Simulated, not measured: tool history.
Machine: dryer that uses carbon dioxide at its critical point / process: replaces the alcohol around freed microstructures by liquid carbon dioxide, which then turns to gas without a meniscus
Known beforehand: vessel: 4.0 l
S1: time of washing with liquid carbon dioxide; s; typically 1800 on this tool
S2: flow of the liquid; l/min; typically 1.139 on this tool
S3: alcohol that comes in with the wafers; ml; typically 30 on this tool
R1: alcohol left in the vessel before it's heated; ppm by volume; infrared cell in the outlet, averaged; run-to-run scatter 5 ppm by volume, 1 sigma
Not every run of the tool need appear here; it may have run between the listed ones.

run   hour    S1     S2   S3   R1
  1      0  1800  1.139   30   44
  2   13.1  1800  1.139   30   39
  3     19  1800  1.139   30   49
  4   25.8  1800  1.139   30   54
  5   35.6  1800  1.139   30   48
  6   48.9  1800  1.139   30   51
  7   56.4  1800  1.139   30   52
  8   65.2  1800  1.139  118   84
  9   73.1  1800   1.57   30   46
 10   82.4  1800   1.57   30   51
 11   95.2  1800  1.139   30   50
 12  103.4  1800  1.139   30   67
 13  115.7  1800  1.139   39   59
 14  122.9  1800  1.139   30   65
 15  130.7  1800  1.139   30   63
 16  138.3  1800  1.139   30   63
 17  145.6  1800  1.139   30   50
 18  154.2  1380   1.07   28  122
 19  167.5  1800   0.72   27  174
 20  175.7  2460   0.72   27   88
 21  186.7  2460   0.72   27   83
 22  193.4  1140   1.75   78   87
 23  204.6  1140   1.75   78   89
 24  216.5  1140   1.75   78   94
 25  224.7  1500   1.75   78   61
 26    236  2820   1.37   64   52
 27  249.4  1200   1.01   77  493
 28    263  1200   1.01   77  492
 29  273.1  1200   1.28   24  107
 30  284.5  2280  1.139   32   65
 31  293.6  2280  1.139   32   63
 32  305.4  2700   1.26   62   67

Same runs, no hidden state in the tool, same run-to-run variation:
Hidden state present: flow that reaches the vessel past the clogged filter, %; alcohol in the recycled carbon dioxide, ppm; drift of the gauge itself on alcohol_ppm, %.
run   R1
  1   10
  2    4
  3   13
  4   18
  5   11
  6   12
  7   13
  8   34
  9    9
 10   13
 11    6
 12   22
 13   12
 14   18
 15   13
 16   14
 17    3
 18   58
 19   98
 20   31
 21   25
 22   26
 23   27
 24   32
 25    6
 26    0
 27  336
 28  329
 29   35
 30    4
 31    2
 32    7
